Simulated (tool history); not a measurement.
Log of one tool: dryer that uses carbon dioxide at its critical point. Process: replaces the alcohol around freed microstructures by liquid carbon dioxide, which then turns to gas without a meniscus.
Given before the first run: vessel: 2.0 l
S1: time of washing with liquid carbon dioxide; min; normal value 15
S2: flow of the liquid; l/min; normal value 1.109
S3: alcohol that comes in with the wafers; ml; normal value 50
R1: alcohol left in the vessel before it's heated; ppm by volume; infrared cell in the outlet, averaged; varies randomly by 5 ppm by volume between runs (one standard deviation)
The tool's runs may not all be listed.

| run | hour | S1 | S2 | S3 | R1 |
|---|---|---|---|---|---|
| 1 | 0 | 15 | 1.109 | 50 | 72 |
| 2 | 13.2 | 15 | 1.109 | 50 | 65 |
| 3 | 23.6 | 15 | 1.109 | 50 | 76 |
| 4 | 39.1 | 15 | 1.109 | 25 | 40 |
| 5 | 51.7 | 10 | 1.109 | 50 | 369 |
| 6 | 60.6 | 15 | 1.109 | 50 | 64 |
| 7 | 72.3 | 15 | 1.84 | 50 | 34 |
| 8 | 88.3 | 15 | 1.84 | 50 | 28 |
| 9 | 103.5 | 15 | 1.109 | 50 | 90 |
| 10 | 117.1 | 15 | 1.109 | 50 | 84 |
| 11 | 126.6 | 15 | 1.39 | 50 | 52 |
| 12 | 139.5 | 15 | 1.39 | 50 | 41 |
| 13 | 152.4 | 15 | 1.39 | 50 | 49 |
| 14 | 164.6 | 15 | 1.39 | 50 | 54 |
| 15 | 177 | 15 | 1.39 | 50 | 46 |
| 16 | 192.2 | 15 | 1.48 | 50 | 45 |
| 17 | 206.7 | 15 | 1.109 | 69 | 107 |
| 18 | 222.2 | 15 | 0.93 | 50 | 183 |
| 19 | 229.8 | 15 | 0.93 | 50 | 181 |
| 20 | 240.4 | 15 | 0.93 | 50 | 182 |
| 21 | 257 | 15 | 0.93 | 50 | 181 |
| 22 | 274.4 | 15 | 0.68 | 49 | 604 |
| 23 | 286.3 | 15 | 1.109 | 26 | 71 |
| 24 | 297.7 | 16 | 1.41 | 47 | 59 |
| 25 | 310.8 | 11 | 1.39 | 47 | 124 |
| 26 | 322.7 | 11 | 1.39 | 47 | 124 |
| 27 | 337.1 | 11 | 1.39 | 47 | 142 |
| 28 | 350.4 | 11 | 1.39 | 47 | 137 |
| 29 | 358.3 | 14 | 1.109 | 60 | 149 |
| 30 | 366.9 | 21 | 1.109 | 42 | 54 |
| 31 | 378 | 21 | 1.109 | 42 | 64 |
| 32 | 390.3 | 22 | 1.81 | 50 | 67 |
| 33 | 401.4 | 11 | 1.81 | 50 | 68 |
| 34 | 418.5 | 11 | 1.64 | 22 | 85 |
| 35 | 426.2 | 11 | 1.64 | 22 | 77 |
| 36 | 441.3 | 23 | 0.72 | 81 | 160 |

Some steps in R1, run to run, broken into two amounts with sign: the step expected even without the hidden condition (settings, incoming material, random variation), and the rest, left for the hidden condition together with whatever gauge scatter is not in both the measured and the hidden-condition-free result:
What the log doesn't record here: flow that reaches the vessel past the clogged filter, %; alcohol in the recycled carbon dioxide, ppm; drift of the gauge itself on alcohol_ppm, %.
Run 4 -> 5: S1 15 -> 10, S3 25 -> 50. R1 +329 ppm by volume: hidden state +22, all else +307.
Run 21 -> 22: S2 0.93 -> 0.68, S3 50 -> 49. R1 +423 ppm by volume: hidden state +53, all else +370.
Run 22 -> 23: S2 0.68 -> 1.109, S3 49 -> 26. R1 -533 ppm by volume: hidden state -68, all else -465.
